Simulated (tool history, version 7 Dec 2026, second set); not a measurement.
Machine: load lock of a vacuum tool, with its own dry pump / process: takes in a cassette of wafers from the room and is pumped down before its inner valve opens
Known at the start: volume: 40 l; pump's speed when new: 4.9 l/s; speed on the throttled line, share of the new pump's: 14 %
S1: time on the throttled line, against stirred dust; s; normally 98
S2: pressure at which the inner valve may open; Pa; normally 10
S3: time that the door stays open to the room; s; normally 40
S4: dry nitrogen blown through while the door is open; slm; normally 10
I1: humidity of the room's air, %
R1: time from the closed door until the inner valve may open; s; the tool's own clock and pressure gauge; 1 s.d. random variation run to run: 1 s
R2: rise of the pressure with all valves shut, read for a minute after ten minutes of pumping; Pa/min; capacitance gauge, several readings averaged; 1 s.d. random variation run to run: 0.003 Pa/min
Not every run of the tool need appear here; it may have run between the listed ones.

| run | hour | S1 | S2 | S3 | S4 | I1 | R1 | R2 |
|---|---|---|---|---|---|---|---|---|
| 1 | 0.0 | 98 | 10 | 40 | 10 | 46.3 | 168.3 | 0.355 |
| 2 | 561.7 | 98 | 10 | 40 | 10 | 45.8 | 168.6 | 0.380 |
| 3 | 1185.5 | 98 | 10 | 40 | 10 | 45.4 | 167.5 | 0.420 |
| 4 | 1757.8 | 98 | 10 | 40 | 10 | 44.9 | 168.0 | 0.455 |
| 5 | 2142.8 | 98 | 10 | 61 | 10 | 44.7 | 171.6 | 0.496 |
| 6 | 2539.0 | 98 | 10 | 61 | 10 | 45.5 | 169.9 | 0.519 |
|  | 3018.6 | door's seal changed, seat wiped |
| 7 | 3117.0 | 98 | 10 | 61 | 10 | 45.9 | 169.5 | 0.044 |

Run 8 comes next. What will it give?
| 8 | 3435.6 | 119 | 10 | 41 | 10 | 47.3 | ? | ? |

R1: 187.3 s
R2: 0.044 Pa/min
With the hidden condition absent and the run-to-run variation left alone, this run would have shown R1 177.7 s, R2 0.037 Pa/min.
